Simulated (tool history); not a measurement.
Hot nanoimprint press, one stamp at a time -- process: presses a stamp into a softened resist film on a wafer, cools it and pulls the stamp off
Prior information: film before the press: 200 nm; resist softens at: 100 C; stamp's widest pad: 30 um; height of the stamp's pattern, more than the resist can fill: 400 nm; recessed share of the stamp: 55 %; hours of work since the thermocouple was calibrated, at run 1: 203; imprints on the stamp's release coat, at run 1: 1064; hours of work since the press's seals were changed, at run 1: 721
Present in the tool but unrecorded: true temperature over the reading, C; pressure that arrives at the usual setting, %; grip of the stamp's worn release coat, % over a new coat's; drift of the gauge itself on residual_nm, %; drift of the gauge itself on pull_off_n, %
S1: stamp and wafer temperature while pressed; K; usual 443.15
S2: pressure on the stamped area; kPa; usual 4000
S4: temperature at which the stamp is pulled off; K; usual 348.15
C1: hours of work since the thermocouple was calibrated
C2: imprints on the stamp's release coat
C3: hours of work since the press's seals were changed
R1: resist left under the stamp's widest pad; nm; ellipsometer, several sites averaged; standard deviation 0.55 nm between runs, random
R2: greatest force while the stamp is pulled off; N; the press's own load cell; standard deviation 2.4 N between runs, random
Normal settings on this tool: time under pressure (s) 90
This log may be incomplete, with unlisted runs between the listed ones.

{"run": 1, "hour": 0.0, "S1": 443.15, "S2": 4000, "time under pressure (s)": 90, "S4": 348.15, "C1": 203, "C2": 1064, "C3": 721, "R1": 113.3, "R2": 182}
{"hour": 50.4, "done": "stamp cleaned and given a new release coat"}
{"run": 2, "hour": 71.2, "S1": 443.15, "S2": 4000, "time under pressure (s)": 90, "S4": 348.15, "C1": 253, "C2": 109, "C3": 771, "R1": 114, "R2": 179}
{"run": 3, "hour": 127.1, "S1": 443.15, "S2": 4000, "time under pressure (s)": 90, "S4": 348.15, "C1": 295, "C2": 402, "C3": 813, "R1": 114, "R2": 180}
{"hour": 162.5, "done": "plate thermocouple calibrated"}
{"run": 4, "hour": 192.9, "S1": 445.15, "S2": 4000, "time under pressure (s)": 90, "S4": 348.15, "C1": 23, "C2": 731, "C3": 862, "R1": 104.8, "R2": 179}
{"run": 5, "hour": 221.3, "S1": 443.15, "S2": 4000, "time under pressure (s)": 137, "S4": 348.15, "C1": 45, "C2": 880, "C3": 883, "R1": 98.2, "R2": 181}
{"run": 6, "hour": 264.3, "S1": 443.15, "S2": 4000, "time under pressure (s)": 90, "S4": 348.15, "C1": 78, "C2": 1105, "C3": 916, "R1": 114.7, "R2": 181}
{"hour": 308.1, "done": "stamp cleaned and given a new release coat"}
{"run": 7, "hour": 334.2, "S1": 450.15, "S2": 4000, "time under pressure (s)": 90, "S4": 348.15, "C1": 127, "C2": 136, "C3": 965, "R1": 81.8, "R2": 181}
{"run": 8, "hour": 395.9, "S1": 443.15, "S2": 4000, "time under pressure (s)": 90, "S4": 348.15, "C1": 174, "C2": 460, "C3": 1012, "R1": 115.3, "R2": 181}
{"run": 9, "hour": 447.3, "S1": 443.15, "S2": 4000, "time under pressure (s)": 90, "S4": 348.15, "C1": 214, "C2": 729, "C3": 1052, "R1": 115.5, "R2": 181}
{"run": 10, "hour": 485.4, "S1": 453.15, "S2": 4000, "time under pressure (s)": 134, "S4": 348.15, "C1": 243, "C2": 928, "C3": 1081, "R1": 59.8, "R2": 184}
{"run": 11, "hour": 542.1, "S1": 453.15, "S2": 4000, "time under pressure (s)": 134, "S4": 348.15, "C1": 286, "C2": 1225, "C3": 1124, "R1": 59.6, "R2": 180}
{"hour": 560.2, "done": "stamp cleaned and given a new release coat"}
{"hour": 595.5, "done": "plate thermocouple calibrated"}
{"run": 12, "hour": 595.5, "S1": 453.15, "S2": 4000, "time under pressure (s)": 134, "S4": 348.15, "C1": 0, "C2": 169, "C3": 1158, "R1": 59.3, "R2": 180}
{"hour": 629.8, "done": "press's hydraulic seals changed and the load cell set to zero"}
{"run": 13, "hour": 655.2, "S1": 439.15, "S2": 6030, "time under pressure (s)": 90, "S4": 338.15, "C1": 40, "C2": 440, "C3": 19, "R1": 120.4, "R2": 191}
{"run": 14, "hour": 684.8, "S1": 434.15, "S2": 4000, "time under pressure (s)": 90, "S4": 348.15, "C1": 62, "C2": 595, "C3": 42, "R1": 160.8, "R2": 180}
{"run": 15, "hour": 739.1, "S1": 434.15, "S2": 4000, "time under pressure (s)": 90, "S4": 348.15, "C1": 104, "C2": 879, "C3": 84, "R1": 161.9, "R2": 180}

Forecast each of these 4 alternatives for the next run:
{"run": "A", "hour": 785.6, "S1": 447.15, "S2": 4000, "time under pressure (s)": 90, "S4": 346.15, "C1": 139, "C2": 1123, "C3": 119, "R1": "?", "R2": "?"}
{"run": "B", "hour": 785.6, "S1": 442.15, "S2": 4870, "time under pressure (s)": 90, "S4": 351.15, "C1": 139, "C2": 1123, "C3": 119, "R1": "?", "R2": "?"}
{"run": "C", "hour": 785.6, "S1": 434.15, "S2": 4000, "time under pressure (s)": 147, "S4": 339.15, "C1": 139, "C2": 1123, "C3": 119, "R1": "?", "R2": "?"}
{"run": "D", "hour": 785.6, "S1": 443.15, "S2": 4000, "time under pressure (s)": 90, "S4": 335.15, "C1": 139, "C2": 1123, "C3": 119, "R1": "?", "R2": "?"}

run=A R1=96.6 R2=187
run=B R1=113 R2=177
run=C R1=145.5 R2=195
run=D R1=115.4 R2=198
The same runs, with their run-to-run variation unchanged, on a tool lacking any hidden condition would have given:
run=A R1=94.3 R2=185
run=B R1=110.3 R2=176
run=C R1=142.1 R2=194
run=D R1=112.7 R2=196

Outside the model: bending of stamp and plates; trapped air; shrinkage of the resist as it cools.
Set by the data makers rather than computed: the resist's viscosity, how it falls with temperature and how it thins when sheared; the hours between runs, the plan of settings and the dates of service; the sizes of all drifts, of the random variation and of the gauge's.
